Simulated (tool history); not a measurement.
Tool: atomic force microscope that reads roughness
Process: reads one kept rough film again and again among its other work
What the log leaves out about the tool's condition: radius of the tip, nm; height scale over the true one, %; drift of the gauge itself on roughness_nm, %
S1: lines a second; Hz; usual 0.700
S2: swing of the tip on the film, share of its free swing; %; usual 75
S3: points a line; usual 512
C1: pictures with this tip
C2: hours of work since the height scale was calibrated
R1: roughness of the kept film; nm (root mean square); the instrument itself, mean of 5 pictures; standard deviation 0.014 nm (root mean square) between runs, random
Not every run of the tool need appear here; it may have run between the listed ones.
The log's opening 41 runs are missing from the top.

Run 42, hour 260.3: usual settings but S2 66 %; C1 221; C2 27. Result: R1 2.507 nm (root mean square).
At hour 267.5: height scale calibrated on a step standard, once more.
Run 43, hour 270.4: usual settings but S1 1.639 Hz, S2 73 %, S3 358; C1 236; C2 2. Result: R1 2.276 nm (root mean square).
Run 44, hour 275.4: usual settings but S1 1.639 Hz, S2 73 %, S3 358; C1 245; C2 5. Result: R1 2.250 nm (root mean square).
Run 45, hour 282.4: usual settings but S1 1.639 Hz, S2 73 %, S3 593; C1 257; C2 10. Result: R1 2.272 nm (root mean square).
Run 46, hour 288.4: usual settings but S1 0.519 Hz, S2 63 %, S3 396; C1 267; C2 15. Result: R1 2.409 nm (root mean square).
Run 47, hour 292.4: usual settings but S2 57 %, S3 536; C1 274; C2 17. Result: R1 2.409 nm (root mean square).
Run 48, hour 296.9: usual settings but S2 57 %, S3 536; C1 281; C2 21. Result: R1 2.403 nm (root mean square).
Run 49, hour 305.4: usual settings but S1 1.128 Hz, S2 79 %, S3 913; C1 296; C2 26. Result: R1 2.202 nm (root mean square).
Run 50, hour 309.7: usual settings but S1 1.128 Hz, S2 67 %, S3 913; C1 303; C2 29. Result: R1 2.294 nm (root mean square).
Run 51, hour 314.5: usual settings but S1 1.128 Hz, S2 67 %, S3 913; C1 311; C2 33. Result: R1 2.268 nm (root mean square).
Run 52, hour 320.3: usual settings but S1 1.128 Hz, S2 67 %, S3 912; C1 321; C2 37. Result: R1 2.217 nm (root mean square).

Predict each of these 5 candidate next runs independently; none follows another, all start after run 52:
Run A, hour 326.5: usual settings but S1 1.340 Hz, S2 67 %, S3 262; C1 332; C2 41. Result: R1 ?.
Run B, hour 326.5: usual settings but S1 1.798 Hz, S2 80 %; C1 332; C2 41. Result: R1 ?.
Run C, hour 326.5: usual settings but S1 2.801 Hz, S2 67 %, S3 912; C1 332; C2 41. Result: R1 ?.
Run D, hour 326.5: usual settings but S1 1.496 Hz, S2 55 %, S3 410; C1 332; C2 41. Result: R1 ?.
Run E, hour 326.5: usual settings but S1 2.126 Hz, S2 61 %, S3 297; C1 332; C2 41. Result: R1 ?.

run     R1
  A  2.126
  B  1.971
  C  2.066
  D  2.230
  E  2.139
Take away the tool's hidden state, keep each run's random variation, and the runs would have read:
run     R1
  A  3.173
  B  2.946
  C  3.086
  D  3.332
  E  3.197
